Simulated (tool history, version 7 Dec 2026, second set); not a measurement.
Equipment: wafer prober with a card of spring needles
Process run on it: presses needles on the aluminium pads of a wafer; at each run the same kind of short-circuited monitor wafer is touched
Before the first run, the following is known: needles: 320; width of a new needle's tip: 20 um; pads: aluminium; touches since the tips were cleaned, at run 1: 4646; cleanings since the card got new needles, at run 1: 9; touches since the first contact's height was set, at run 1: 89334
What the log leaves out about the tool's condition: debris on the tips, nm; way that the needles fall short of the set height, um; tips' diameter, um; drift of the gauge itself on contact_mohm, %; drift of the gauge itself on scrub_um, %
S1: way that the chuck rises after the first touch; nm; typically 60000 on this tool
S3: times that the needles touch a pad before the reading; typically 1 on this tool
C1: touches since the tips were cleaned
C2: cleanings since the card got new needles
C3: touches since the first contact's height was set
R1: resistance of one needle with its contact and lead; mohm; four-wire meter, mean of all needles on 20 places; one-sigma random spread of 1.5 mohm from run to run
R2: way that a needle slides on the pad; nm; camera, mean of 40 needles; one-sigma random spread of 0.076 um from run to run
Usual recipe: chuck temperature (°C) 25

run 1 hour=0.0 | S1=60000 chuck_temperature_(°C)=25 S3=1 | C1=4646 C2=9 C3=89334 | R1=170 R2=13890
run 2 hour=10.7 | S1=60000 chuck_temperature_(°C)=25 S3=1 | C1=6532 C2=9 C3=91220 | R1=179 R2=13880
-- hour=17.8 tips cleaned on abrasive film
run 3 hour=29.9 | S1=60000 chuck_temperature_(°C)=25 S3=1 | C1=2119 C2=10 C3=94582 | R1=160 R2=13880
run 4 hour=45.8 | S1=60000 chuck_temperature_(°C)=25 S3=3 | C1=4925 C2=10 C3=97388 | R1=146 R2=13890
run 5 hour=60.5 | S1=60000 chuck_temperature_(°C)=25 S3=1 | C1=7514 C2=10 C3=99977 | R1=183 R2=13880
-- hour=62.0 tips cleaned on abrasive film
run 6 hour=70.9 | S1=60000 chuck_temperature_(°C)=25 S3=1 | C1=1572 C2=11 C3=101804 | R1=151 R2=13950
run 7 hour=90.9 | S1=60000 chuck_temperature_(°C)=25 S3=3 | C1=5085 C2=11 C3=105317 | R1=147 R2=13890
run 8 hour=100.8 | S1=60000 chuck_temperature_(°C)=25 S3=3 | C1=6832 C2=11 C3=107064 | R1=152 R2=13820
-- hour=105.5 tips cleaned on abrasive film
run 9 hour=119.6 | S1=60000 chuck_temperature_(°C)=25 S3=3 | C1=2483 C2=12 C3=110360 | R1=141 R2=13860
run 10 hour=136.1 | S1=68000 chuck_temperature_(°C)=25 S3=1 | C1=5393 C2=12 C3=113270 | R1=166 R2=15780
run 11 hour=144.2 | S1=68000 chuck_temperature_(°C)=25 S3=1 | C1=6828 C2=12 C3=114705 | R1=167 R2=15770
-- hour=149.4 tips cleaned on abrasive film
run 12 hour=157.1 | S1=46000 chuck_temperature_(°C)=25 S3=1 | C1=1349 C2=13 C3=116958 | R1=176 R2=10440
run 13 hour=176.8 | S1=60000 chuck_temperature_(°C)=25 S3=1 | C1=4815 C2=13 C3=120424 | R1=174 R2=13840
-- hour=193.0 tips cleaned on abrasive film
run 14 hour=195.1 | S1=60000 chuck_temperature_(°C)=25 S3=1 | C1=377 C2=14 C3=123639 | R1=144 R2=13800
run 15 hour=211.8 | S1=60000 chuck_temperature_(°C)=25 S3=1 | C1=3315 C2=14 C3=126577 | R1=166 R2=13730
run 16 hour=227.6 | S1=58000 chuck_temperature_(°C)=25 S3=1 | C1=6109 C2=14 C3=129371 | R1=183 R2=13200
-- hour=236.3 tips cleaned on abrasive film
run 17 hour=240.8 | S1=60000 chuck_temperature_(°C)=25 S3=1 | C1=791 C2=15 C3=131680 | R1=149 R2=13810
run 18 hour=255.5 | S1=60000 chuck_temperature_(°C)=30 S3=2 | C1=3387 C2=15 C3=134276 | R1=155 R2=13760
run 19 hour=263.9 | S1=57000 chuck_temperature_(°C)=60 S3=3 | C1=4868 C2=15 C3=135757 | R1=158 R2=13090
run 20 hour=279.2 | S1=60000 chuck_temperature_(°C)=72 S3=2 | C1=7567 C2=15 C3=138456 | R1=168 R2=13780
-- hour=281.1 tips cleaned on abrasive film
run 21 hour=298.1 | S1=48000 chuck_temperature_(°C)=39 S3=1 | C1=3003 C2=16 C3=141763 | R1=185 R2=10820
run 22 hour=317.9 | S1=66000 chuck_temperature_(°C)=67 S3=1 | C1=6492 C2=16 C3=145252 | R1=178 R2=15260
-- hour=324.6 tips cleaned on abrasive film
run 23 hour=337.3 | S1=60000 chuck_temperature_(°C)=87 S3=2 | C1=2244 C2=17 C3=148656 | R1=156 R2=13770
run 24 hour=351.3 | S1=52000 chuck_temperature_(°C)=122 S3=2 | C1=4711 C2=17 C3=151123 | R1=180 R2=11890
run 25 hour=366.6 | S1=52000 chuck_temperature_(°C)=122 S3=2 | C1=7415 C2=17 C3=153827 | R1=186 R2=11910
-- hour=369.5 tips cleaned on abrasive film
run 26 hour=380.4 | S1=52000 chuck_temperature_(°C)=33 S3=2 | C1=1933 C2=18 C3=156243 | R1=156 R2=11870
run 27 hour=396.9 | S1=41000 chuck_temperature_(°C)=121 S3=1 | C1=4835 C2=18 C3=159145 | R1=229 R2=9170
-- hour=412.9 tips cleaned on abrasive film
run 28 hour=415.5 | S1=41000 chuck_temperature_(°C)=45 S3=1 | C1=445 C2=19 C3=162398 | R1=164 R2=9150
run 29 hour=427.9 | S1=59000 chuck_temperature_(°C)=58 S3=1 | C1=2643 C2=19 C3=164596 | R1=170 R2=13520
run 30 hour=447.1 | S1=60000 chuck_temperature_(°C)=25 S3=1 | C1=6030 C2=19 C3=167983 | R1=184 R2=13800
-- hour=457.3 tips cleaned on abrasive film
run 31 hour=461.9 | S1=60000 chuck_temperature_(°C)=25 S3=1 | C1=808 C2=20 C3=170568 | R1=145 R2=13620
run 32 hour=472.8 | S1=60000 chuck_temperature_(°C)=29 S3=1 | C1=2724 C2=20 C3=172484 | R1=162 R2=13690
run 33 hour=488.5 | S1=60000 chuck_temperature_(°C)=29 S3=1 | C1=5500 C2=20 C3=175260 | R1=179 R2=13700
-- hour=500.8 tips cleaned on abrasive film
run 34 hour=500.8 | S1=60000 chuck_temperature_(°C)=63 S3=1 | C1=0 C2=21 C3=177409 | R1=145 R2=13730

Results for each run, recomputed without the tool's hidden state and with each run's random variation untouched:
run=1 R1=131 R2=14070
run=2 R1=132 R2=14060
run=3 R1=133 R2=14070
run=4 R1=131 R2=14080
run=5 R1=132 R2=14070
run=6 R1=131 R2=14160
run=7 R1=131 R2=14100
run=8 R1=134 R2=14030
run=9 R1=131 R2=14080
run=10 R1=131 R2=16000
run=11 R1=128 R2=15990
run=12 R1=138 R2=10700
run=13 R1=130 R2=14100
run=14 R1=132 R2=14070
run=15 R1=131 R2=14000
run=16 R1=132 R2=13470
run=17 R1=133 R2=14110
run=18 R1=133 R2=14050
run=19 R1=141 R2=13390
run=20 R1=140 R2=14080
run=21 R1=135 R2=11140
run=22 R1=138 R2=15580
run=23 R1=141 R2=14110
run=24 R1=151 R2=12230
run=25 R1=151 R2=12250
run=26 R1=137 R2=12220
run=27 R1=154 R2=9530
run=28 R1=140 R2=9530
run=29 R1=137 R2=13910
run=30 R1=134 R2=14190
run=31 R1=132 R2=14020
run=32 R1=132 R2=14090
run=33 R1=134 R2=14100
run=34 R1=138 R2=14150
